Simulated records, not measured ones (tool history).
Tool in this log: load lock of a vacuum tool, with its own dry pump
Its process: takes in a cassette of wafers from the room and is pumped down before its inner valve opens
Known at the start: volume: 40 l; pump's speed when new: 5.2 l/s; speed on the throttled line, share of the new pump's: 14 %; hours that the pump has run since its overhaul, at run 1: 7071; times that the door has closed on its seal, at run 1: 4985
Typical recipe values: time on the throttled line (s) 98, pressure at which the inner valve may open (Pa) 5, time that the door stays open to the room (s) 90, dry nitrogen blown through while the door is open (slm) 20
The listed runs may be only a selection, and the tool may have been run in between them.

run,day,time on the throttled line (s),pressure at which the inner valve may open (Pa),time that the door stays open to the room (s),dry nitrogen blown through while the door is open (slm),hours that the pump has run since its overhaul,times that the door has closed on its seal,"incoming humidity of the room's air, %",time from the closed door until the inner valve may open (s),rise of the pressure with all valves shut (Pa/min)
1,0,98,5,90,20,7071,4985,48.6,166.4,0.054
2,3.512,98,5,97,20,7155,5134,48.5,166.6,0.063
3,5.667,98,6,97,20,7207,5225,45.2,166.5,0.057
4,9.842,129,5,90,20,7307,5402,45,192.7,0.053
5,12.033,98,5,90,20,7360,5495,45.3,168.4,0.053
6,14.038,98,5,90,20,7408,5580,46,165.3,0.06
7,16.829,98,5,54,20,7475,5698,46.9,168.8,0.048
8,21.333,98,5,54,20,7583,5889,45.8,166.5,0.043
9,26.204,98,7,54,20,7700,6096,42.7,163.2,0.046
10,29.429,98,5,90,20,7777,6232,43.5,167.3,0.062
11,31.588,98,5,90,20,7829,6324,45.2,168.3,0.063
12,34.396,98,5,90,20,7897,6443,45.9,166.6,0.061
13,38.912,98,4,90,20,8005,6634,43.4,171.8,0.058
14,43.221,98,4,90,20,8108,6817,43.3,171,0.063
15,45.45,171,4,90,20,8162,6911,46.5,232.4,0.06
16,48.721,55,5,90,20,8240,7050,47.6,131.4,0.065
17,53.254,98,7,41,18,8349,7241,45,164.9,0.045
18,57.454,98,7,41,18,8450,7419,46.6,165.1,0.045
19,60.279,98,7,219,5,8518,7539,47.4,166.3,0.136
20,65,115,7,206,5,8631,7739,47.1,181.3,0.141
21,68.338,115,7,206,5,8711,7881,41.3,181,0.124
22,72.067,53,8,50,20,8801,8039,47,126.7,0.05
23,76.25,52,9,72,11,8901,8216,47,124.3,0.074
24,80.812,102,5,82,20,9011,8409,44.6,172.4,0.061
25,84.162,102,5,82,20,9091,8551,44.1,172.7,0.061
26,87.233,56,10,132,26,9165,8681,48.1,126.1,0.079
27,89.762,155,10,201,26,9225,8788,44.5,210.1,0.09
28,93.312,155,10,201,26,9310,8939,49.4,210.5,0.092

5 ways to go on from here, each from the tool as it stands after run 28. What would each give?
A,95.454,98,5,90,24,9362,9029,45.9,?,?
B,95.454,98,9,52,15,9362,9029,44.9,?,?
C,95.454,98,4,95,20,9362,9029,42.3,?,?
D,95.454,155,4,182,30,9362,9029,43,?,?
E,95.454,155,8,201,26,9362,9029,46.9,?,?

run,time from the closed door until the inner valve may open (s),rise of the pressure with all valves shut (Pa/min)
A,168.7,0.066
B,161.9,0.06
C,171,0.065
D,219,0.078
E,211.6,0.094
Stripped of hidden state, with their random variation kept, the same runs would have yielded:
run,time from the closed door until the inner valve may open (s),rise of the pressure with all valves shut (Pa/min)
A,160.7,0.041
B,154.5,0.035
C,162.7,0.039
D,211.7,0.054
E,205.2,0.07
